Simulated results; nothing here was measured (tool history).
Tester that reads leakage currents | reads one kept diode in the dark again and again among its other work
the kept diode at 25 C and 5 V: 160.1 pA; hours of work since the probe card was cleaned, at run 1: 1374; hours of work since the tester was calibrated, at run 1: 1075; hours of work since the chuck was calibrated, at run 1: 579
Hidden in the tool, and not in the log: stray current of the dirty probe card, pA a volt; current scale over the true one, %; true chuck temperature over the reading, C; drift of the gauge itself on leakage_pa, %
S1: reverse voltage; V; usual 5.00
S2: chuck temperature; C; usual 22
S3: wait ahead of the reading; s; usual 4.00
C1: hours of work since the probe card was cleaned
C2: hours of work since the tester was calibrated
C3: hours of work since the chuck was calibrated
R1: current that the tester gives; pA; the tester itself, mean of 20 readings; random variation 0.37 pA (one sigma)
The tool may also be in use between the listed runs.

| run | hour | S1 | S2 | S3 | C1 | C2 | C3 | R1 |
|---|---|---|---|---|---|---|---|---|
| 1 | 0.0 | 5.00 | 22 | 4.00 | 1374 | 1075 | 579 | 121.17 |
| 2 | 74.6 | 5.00 | 22 | 4.00 | 1405 | 1106 | 609 | 121.49 |
| 3 | 166.3 | 5.00 | 22 | 1.69 | 1442 | 1144 | 647 | 121.12 |
| 4 | 220.6 | 2.61 | 22 | 1.69 | 1464 | 1166 | 669 | 90.78 |
| 5 | 265.3 | 2.61 | 22 | 1.69 | 1483 | 1184 | 688 | 90.67 |
| 6 | 323.5 | 2.61 | 22 | 1.69 | 1507 | 1208 | 712 | 90.55 |
| 7 | 421.5 | 5.00 | 22 | 4.00 | 1547 | 1248 | 752 | 121.23 |
| 8 | 509.8 | 5.00 | 22 | 4.00 | 1583 | 1284 | 788 | 121.01 |
| 9 | 588.4 | 5.00 | 22 | 1.38 | 1615 | 1317 | 820 | 120.23 |
| 10 | 644.4 | 5.00 | 22 | 1.38 | 1638 | 1340 | 843 | 120.76 |
| 11 | 738.7 | 5.00 | 22 | 1.38 | 1677 | 1378 | 882 | 120.17 |
| 12 | 847.4 | 7.15 | 22 | 1.38 | 1721 | 1423 | 926 | 141.66 |
| 13 | 899.3 | 7.15 | 22 | 1.38 | 1743 | 1444 | 948 | 141.46 |
|  | 911.8 | probe card cleaned and baked |
| 14 | 963.1 | 4.90 | 22 | 7.19 | 21 | 1469 | 973 | 123.34 |
| 15 | 1069.0 | 15.42 | 36 | 6.36 | 64 | 1513 | 1016 | 645.56 |
| 16 | 1135.5 | 15.42 | 36 | 6.36 | 92 | 1540 | 1043 | 644.27 |
| 17 | 1209.9 | 15.42 | 21 | 6.36 | 122 | 1570 | 1074 | 203.02 |
| 18 | 1300.9 | 3.74 | 21 | 1.79 | 160 | 1608 | 1111 | 99.37 |
| 19 | 1406.8 | 2.53 | 21 | 4.00 | 203 | 1651 | 1155 | 82.80 |
|  | 1426.0 | probe card cleaned and baked, once more |
| 20 | 1487.2 | 2.53 | 21 | 0.68 | 25 | 1683 | 1186 | 74.85 |
| 21 | 1562.3 | 5.72 | 46 | 0.68 | 56 | 1714 | 1217 | 897.01 |
| 22 | 1633.0 | 5.72 | 46 | 4.73 | 85 | 1743 | 1246 | 896.66 |
| 23 | 1737.5 | 5.72 | 46 | 4.73 | 128 | 1785 | 1289 | 891.54 |
| 24 | 1813.4 | 5.72 | 46 | 4.73 | 159 | 1817 | 1320 | 884.00 |
| 25 | 1919.0 | 1.49 | 44 | 1.79 | 202 | 1860 | 1363 | 433.53 |

Forecast each of these 4 alternatives for the next run:
| A | 1992.2 | 5.00 | 22 | 0.69 | 232 | 1890 | 1393 | ? |
| B | 1992.2 | 1.49 | 24 | 2.56 | 232 | 1890 | 1393 | ? |
| C | 1992.2 | 17.41 | 44 | 1.79 | 232 | 1890 | 1393 | ? |
| D | 1992.2 | 5.00 | 26 | 5.57 | 232 | 1890 | 1393 | ? |

| run | R1 |
|---|---|
| A | 107.54 |
| B | 78.12 |
| C | 1185.76 |
| D | 154.30 |
Without the tool's hidden state the same runs would have given:
| run | R1 |
|---|---|
| A | 121.80 |
| B | 88.95 |
| C | 1328.14 |
| D | 174.78 |
